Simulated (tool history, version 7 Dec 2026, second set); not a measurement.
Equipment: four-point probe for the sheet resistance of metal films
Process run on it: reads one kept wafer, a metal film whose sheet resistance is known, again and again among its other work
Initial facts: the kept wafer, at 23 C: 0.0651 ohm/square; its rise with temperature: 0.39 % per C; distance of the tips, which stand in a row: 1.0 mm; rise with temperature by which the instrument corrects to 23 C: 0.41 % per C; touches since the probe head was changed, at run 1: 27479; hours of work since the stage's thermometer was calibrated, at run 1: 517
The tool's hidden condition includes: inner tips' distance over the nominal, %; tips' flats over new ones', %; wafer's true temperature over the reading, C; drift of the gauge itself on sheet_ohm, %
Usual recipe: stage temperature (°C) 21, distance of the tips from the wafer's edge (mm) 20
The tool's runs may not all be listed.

| run | hour | stage temperature (°C) | distance of the tips from the wafer's edge (mm) | touches since the probe head was changed | hours of work since the stage's thermometer was calibrated | sheet resistance as the instrument gives it (ohm/square) |
|---|---|---|---|---|---|---|
| 1 | 0 | 21 | 20 | 27479 | 517 | 0.065077 |
| 2 | 54.6 | 21 | 20 | 28492 | 550 | 0.065091 |
| 3 | 130.7 | 21 | 20 | 29904 | 595 | 0.065071 |
| 4 | 207.2 | 21 | 11 | 31322 | 641 | 0.065321 |
| 5 | 284.6 | 21 | 11 | 32758 | 687 | 0.06527 |
| 6 | 329.6 | 21 | 11 | 33593 | 714 | 0.065313 |
| 7 | 379.4 | 21 | 11 | 34516 | 744 | 0.065286 |
| 8 | 435.8 | 21 | 11 | 35563 | 777 | 0.065299 |
| 9 | 483.8 | 21 | 11 | 36452 | 806 | 0.065296 |
| 10 | 532.4 | 21 | 20 | 37355 | 835 | 0.065124 |
| 11 | 611.3 | 21 | 20 | 38819 | 882 | 0.065124 |
| 12 | 649.2 | 21 | 20 | 39521 | 905 | 0.065107 |
| 13 | 724.2 | 21 | 20 | 40913 | 950 | 0.065108 |
| 14 | 789.6 | 21 | 8 | 42125 | 989 | 0.065569 |
| 15 | 834.5 | 32 | 50 | 42958 | 1016 | 0.064931 |
| 16 | 903.1 | 27 | 16 | 44231 | 1057 | 0.065104 |
| 17 | 956 | 19 | 20 | 45212 | 1089 | 0.065145 |
| 18 | 1030.2 | 19 | 20 | 46589 | 1133 | 0.06516 |
| 19 | 1068.5 | 23 | 6 | 47299 | 1156 | 0.065986 |
| 20 | 1133.6 | 18 | 14 | 48508 | 1195 | 0.065265 |
|  | 1138 | stage's thermometer calibrated |
| 21 | 1204.3 | 22 | 15 | 49810 | 40 | 0.065201 |
| 22 | 1274.5 | 22 | 15 | 51112 | 82 | 0.065188 |
|  | 1291.4 | stage's thermometer calibrated, once more |
| 23 | 1351.2 | 27 | 15 | 52526 | 36 | 0.06525 |
| 24 | 1424.3 | 18 | 20 | 53882 | 80 | 0.065257 |
| 25 | 1502.6 | 32 | 5 | 55334 | 126 | 0.066403 |
| 26 | 1584.2 | 32 | 74 | 56848 | 175 | 0.065027 |
| 27 | 1635.1 | 25 | 10 | 57790 | 206 | 0.065479 |
| 28 | 1674.5 | 21 | 7 | 58522 | 229 | 0.065862 |

Here are 3 independent what-if runs from the current tool condition. What would each one return?
| A | 1753.1 | 33 | 13 | 59979 | 276 | ? |
| B | 1753.1 | 28 | 50 | 59979 | 276 | ? |
| C | 1753.1 | 27 | 13 | 59979 | 276 | ? |

| run | sheet resistance as the instrument gives it (ohm/square) |
|---|---|
| A | 0.065237 |
| B | 0.065085 |
| C | 0.065304 |
Take away the tool's hidden state, keep each run's random variation, and the runs would have read:
| run | sheet resistance as the instrument gives it (ohm/square) |
|---|---|
| A | 0.065198 |
| B | 0.065046 |
| C | 0.065266 |
